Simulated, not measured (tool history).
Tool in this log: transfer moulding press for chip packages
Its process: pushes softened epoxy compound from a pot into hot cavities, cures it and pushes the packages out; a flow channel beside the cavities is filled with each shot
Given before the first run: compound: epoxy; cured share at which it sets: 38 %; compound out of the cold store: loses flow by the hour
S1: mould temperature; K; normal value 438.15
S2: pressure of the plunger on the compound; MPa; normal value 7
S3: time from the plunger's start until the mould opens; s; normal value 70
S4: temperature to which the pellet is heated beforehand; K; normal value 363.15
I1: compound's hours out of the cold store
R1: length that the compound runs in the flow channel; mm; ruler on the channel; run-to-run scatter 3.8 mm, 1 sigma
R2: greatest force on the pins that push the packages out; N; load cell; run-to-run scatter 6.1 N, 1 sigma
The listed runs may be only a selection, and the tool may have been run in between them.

run   hour      S1    S2   S3      S4    I1   R1   R2
  1      0  438.15     7   70  363.15  32.3  761  368
  2     10  438.15     7   70  363.15  10.6  810  421
  3   18.6  438.15     7   70  363.15   8.3  822  434
  4   27.9  430.15     7   70  363.15  15.8  835  791
      38.1  -- cavities cleaned with cleaning compound and waxed
  5   38.4  438.15  6.01   70  363.15  14.2  751  250
  6   44.1  438.15  6.01   70  363.15  16.6  738  277
  7   57.3  438.15  6.01   70  363.15    31  708  339
  8   66.2  438.15     7   70  363.15  15.4  800  397
  9   73.7  438.15     7   70  359.15  16.8  788  408
 10   86.3  438.15     7   70  359.15  14.8  788  458
 11     99  438.15     7   70  359.15  27.2  759  462
     102.4  -- cavities cleaned with cleaning compound and waxed
 12    112  438.15     7   70  359.15  23.5  773  307
     123.6  -- plunger's sealing rings changed
 13  124.8  438.15     7   70  359.15  30.6  772  356
 14  133.9  438.15     7   70  363.15  11.6  830  399
 15  144.6  438.15     7   70  363.15  33.8  762  435
 16  156.6  430.15     7  104  360.15  46.5  773  403
 17  162.5  430.15     7  104  360.15  15.9  838  434

Expected results for the next run?
     169.4  -- cavities cleaned with cleaning compound and waxed
 18  173.4  430.15  6.55  51  358.15  15.3   ?   ?

R1: 811 mm
R2: 950 N
On a tool with no hidden condition, and with the same random variation, this run would have come out at R1 818 mm, R2 815 N.
